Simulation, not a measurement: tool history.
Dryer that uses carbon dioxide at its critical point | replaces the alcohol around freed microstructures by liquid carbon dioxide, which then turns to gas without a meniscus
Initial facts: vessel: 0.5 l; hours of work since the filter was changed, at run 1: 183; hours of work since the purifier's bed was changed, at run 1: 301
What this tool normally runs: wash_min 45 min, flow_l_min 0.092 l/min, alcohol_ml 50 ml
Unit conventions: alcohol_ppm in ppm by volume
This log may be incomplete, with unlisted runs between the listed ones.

run	hour	wash_min	flow_l_min	alcohol_ml	hours of work since the filter was changed	hours of work since the purifier's bed was changed	alcohol_ppm
1	0	45	0.092	50	183	301	391
2	10.2	45	0.092	50	190	308	387
3	15.9	45	0.092	50	194	312	381
4	21.7	45	0.092	50	198	316	397
5	31.5	45	0.092	50	204	323	408
6	36.9	45	0.092	50	208	327	412
7	46.8	45	0.092	50	215	334	425
8	55.6	45	0.092	50	221	340	427
9	66.6	45	0.092	50	229	347	426
10	71.3	45	0.092	50	232	351	426
11	78.6	45	0.092	50	237	356	431
12	86.2	45	0.092	50	242	361	436
13	90.9	45	0.138	50	245	364	129
14	100.9	45	0.092	52	252	371	469
15	105.6	42	0.092	50	256	374	615
16	114.8	42	0.092	50	262	381	634
17	121.8	28	0.092	40	267	385	2545
18	131.6	49	0.1221	50	273	392	143
19	139	45	0.1555	24	279	397	128
20	144.4	45	0.138	24	282	401	128
21	150.8	32	0.105	89	287	405	1970
22	161.8	30	0.1132	21	294	413	541
23	171.6	30	0.1132	21	301	420	556

What does the tool deliver on the next run?
24	177.1	45	0.1178	36	305	424	?

Logged for run 24: alcohol_ppm 174 ppm by volume.
The same run, on a tool lacking any hidden state, would have yielded alcohol_ppm 19 ppm by volume.

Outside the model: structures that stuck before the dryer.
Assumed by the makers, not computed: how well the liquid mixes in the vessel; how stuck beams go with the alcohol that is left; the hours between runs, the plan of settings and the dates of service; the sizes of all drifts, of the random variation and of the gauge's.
